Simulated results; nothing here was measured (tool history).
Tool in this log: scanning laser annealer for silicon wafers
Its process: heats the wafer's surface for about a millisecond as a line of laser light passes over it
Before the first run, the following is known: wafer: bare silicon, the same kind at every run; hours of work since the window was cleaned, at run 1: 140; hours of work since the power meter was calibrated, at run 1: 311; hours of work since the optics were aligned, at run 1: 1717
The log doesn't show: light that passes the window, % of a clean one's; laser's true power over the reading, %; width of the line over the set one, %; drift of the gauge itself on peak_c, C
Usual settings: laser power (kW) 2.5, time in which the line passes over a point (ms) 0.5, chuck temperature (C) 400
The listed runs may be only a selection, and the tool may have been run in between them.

| run | day | laser power (kW) | time in which the line passes over a point (ms) | chuck temperature (C) | hours of work since the window was cleaned | hours of work since the power meter was calibrated | hours of work since the optics were aligned | highest temperature of the surface (C) |
|---|---|---|---|---|---|---|---|---|
| 1 | 0 | 2.5 | 0.5 | 400 | 140 | 311 | 1717 | 1247 |
| 2 | 1.921 | 2.5 | 0.5 | 400 | 176 | 348 | 1754 | 1243 |
|  | 3.554 | optics aligned, line set to its width |
| 3 | 3.796 | 2.5 | 0.5 | 400 | 208 | 379 | 5 | 1247 |
| 4 | 5.479 | 2.5 | 0.5 | 400 | 240 | 411 | 37 | 1245 |
| 5 | 7.692 | 2.5 | 0.5 | 400 | 282 | 453 | 79 | 1248 |
| 6 | 9.342 | 2.5 | 0.5 | 400 | 313 | 485 | 110 | 1245 |
| 7 | 11.4 | 2.5 | 0.5 | 400 | 352 | 524 | 149 | 1244 |
|  | 11.804 | window over the wafer cleaned |
| 8 | 13.9 | 2.5 | 0.447 | 400 | 40 | 570 | 195 | 1206 |
| 9 | 15.975 | 2.5 | 0.5 | 400 | 79 | 609 | 234 | 1242 |
| 10 | 17.725 | 2.5 | 0.5 | 400 | 113 | 643 | 268 | 1245 |
| 11 | 19.367 | 2.5 | 0.5 | 400 | 144 | 674 | 299 | 1249 |
| 12 | 21.225 | 2.5 | 0.5 | 400 | 179 | 709 | 334 | 1242 |
| 13 | 22.825 | 2.5 | 0.5 | 400 | 209 | 739 | 364 | 1244 |
| 14 | 25.117 | 2.208 | 0.5 | 432 | 253 | 783 | 408 | 1153 |
| 15 | 27.442 | 2.208 | 0.5 | 432 | 297 | 827 | 452 | 1153 |
| 16 | 29.983 | 2.208 | 0.4 | 432 | 345 | 875 | 500 | 1082 |
|  | 30.662 | window over the wafer cleaned |
| 17 | 32.208 | 2.598 | 0.587 | 417 | 29 | 916 | 541 | 1372 |
| 18 | 33.717 | 2.5 | 0.379 | 400 | 58 | 945 | 570 | 1152 |
| 19 | 34.858 | 2.571 | 0.437 | 393 | 80 | 966 | 591 | 1220 |
| 20 | 36.283 | 2.307 | 0.473 | 412 | 107 | 993 | 619 | 1160 |
| 21 | 38.796 | 2.5 | 0.585 | 400 | 155 | 1041 | 666 | 1306 |

Predict each of these 5 candidate next runs independently; none follows another, all start after run 21:
| A | 40.679 | 2.5 | 0.585 | 404 | 190 | 1077 | 702 | ? |
| B | 40.679 | 2.725 | 0.489 | 400 | 190 | 1077 | 702 | ? |
| C | 40.679 | 2.5 | 0.585 | 385 | 190 | 1077 | 702 | ? |
| D | 40.679 | 2.4 | 0.5 | 400 | 190 | 1077 | 702 | ? |
| E | 40.679 | 2.495 | 0.384 | 393 | 190 | 1077 | 702 | ? |

| run | highest temperature of the surface (C) |
|---|---|
| A | 1313 |
| B | 1337 |
| C | 1297 |
| D | 1204 |
| E | 1142 |
Take away the tool's hidden state, keep each run's random variation, and the runs would have read:
| run | highest temperature of the surface (C) |
|---|---|
| A | 1313 |
| B | 1337 |
| C | 1298 |
| D | 1205 |
| E | 1142 |
